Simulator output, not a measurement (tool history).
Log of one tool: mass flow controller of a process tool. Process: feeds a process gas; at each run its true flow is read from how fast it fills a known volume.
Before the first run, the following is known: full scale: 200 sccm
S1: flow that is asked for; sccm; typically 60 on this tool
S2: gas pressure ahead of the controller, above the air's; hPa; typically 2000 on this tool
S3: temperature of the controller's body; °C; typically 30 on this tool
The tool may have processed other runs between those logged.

run 1 day=0 | S1=60 S2=2000 S3=30 | true_flow_(%)=104.29
-- day=18.779 controller's zero set anew
run 2 day=21.646 | S1=60 S2=2000 S3=30 | true_flow_(%)=105.43
run 3 day=31.621 | S1=60 S2=2000 S3=30 | true_flow_(%)=105.81
run 4 day=52.696 | S1=60 S2=2000 S3=30 | true_flow_(%)=106.04
run 5 day=64.208 | S1=60 S2=2000 S3=30 | true_flow_(%)=106.22
run 6 day=81.054 | S1=51 S2=2000 S3=30 | true_flow_(%)=107.31
-- day=84.075 controller's zero set anew, once more
run 7 day=99.912 | S1=51 S2=2000 S3=30 | true_flow_(%)=101.08
run 8 day=120.95 | S1=51 S2=2000 S3=30 | true_flow_(%)=101.4
run 9 day=138.988 | S1=51 S2=2000 S3=30 | true_flow_(%)=101.71
-- day=151.212 controller exchanged for a calibrated one
run 10 day=157.45 | S1=51 S2=2000 S3=30 | true_flow_(%)=97.67
run 11 day=170.067 | S1=51 S2=2000 S3=30 | true_flow_(%)=97.93
run 12 day=183.392 | S1=51 S2=2000 S3=30 | true_flow_(%)=98.19
run 13 day=203.55 | S1=51 S2=2000 S3=30 | true_flow_(%)=98.49
run 14 day=218.371 | S1=60 S2=1800 S3=30 | true_flow_(%)=98.54
run 15 day=236.629 | S1=60 S2=2320 S3=35 | true_flow_(%)=98.55
run 16 day=255.229 | S1=148 S2=1500 S3=30 | true_flow_(%)=99.25
run 17 day=269.55 | S1=60 S2=2000 S3=30 | true_flow_(%)=99.42
run 18 day=284.946 | S1=86 S2=2000 S3=26 | true_flow_(%)=100.04
run 19 day=295.979 | S1=86 S2=2000 S3=26 | true_flow_(%)=100.14
run 20 day=314.783 | S1=87 S2=1980 S3=30 | true_flow_(%)=99.89
run 21 day=327.529 | S1=36 S2=2490 S3=36 | true_flow_(%)=100.71
run 22 day=347.883 | S1=97 S2=2000 S3=20 | true_flow_(%)=101.39
run 23 day=367.171 | S1=31 S2=1720 S3=25 | true_flow_(%)=102.66
run 24 day=389.612 | S1=60 S2=2000 S3=33 | true_flow_(%)=100.86
run 25 day=405.208 | S1=60 S2=2330 S3=20 | true_flow_(%)=102.76
run 26 day=424.408 | S1=39 S2=1770 S3=30 | true_flow_(%)=102.56

Branching from run 26: 4 alternative next runs. What would each branch give?
run A day=442.721 | S1=39 S2=2660 S3=30 | true_flow_(%)=?
run B day=442.721 | S1=25 S2=1770 S3=30 | true_flow_(%)=?
run C day=442.721 | S1=24 S2=1630 S3=21 | true_flow_(%)=?
run D day=442.721 | S1=60 S2=2000 S3=33 | true_flow_(%)=?

run=A true_flow_(%)=103.44
run=B true_flow_(%)=104.98
run=C true_flow_(%)=106.07
run=D true_flow_(%)=101.51
Without the tool's hidden state the same runs would have given:
run=A true_flow_(%)=98.07
run=B true_flow_(%)=97.36
run=C true_flow_(%)=98.19
run=D true_flow_(%)=97.53

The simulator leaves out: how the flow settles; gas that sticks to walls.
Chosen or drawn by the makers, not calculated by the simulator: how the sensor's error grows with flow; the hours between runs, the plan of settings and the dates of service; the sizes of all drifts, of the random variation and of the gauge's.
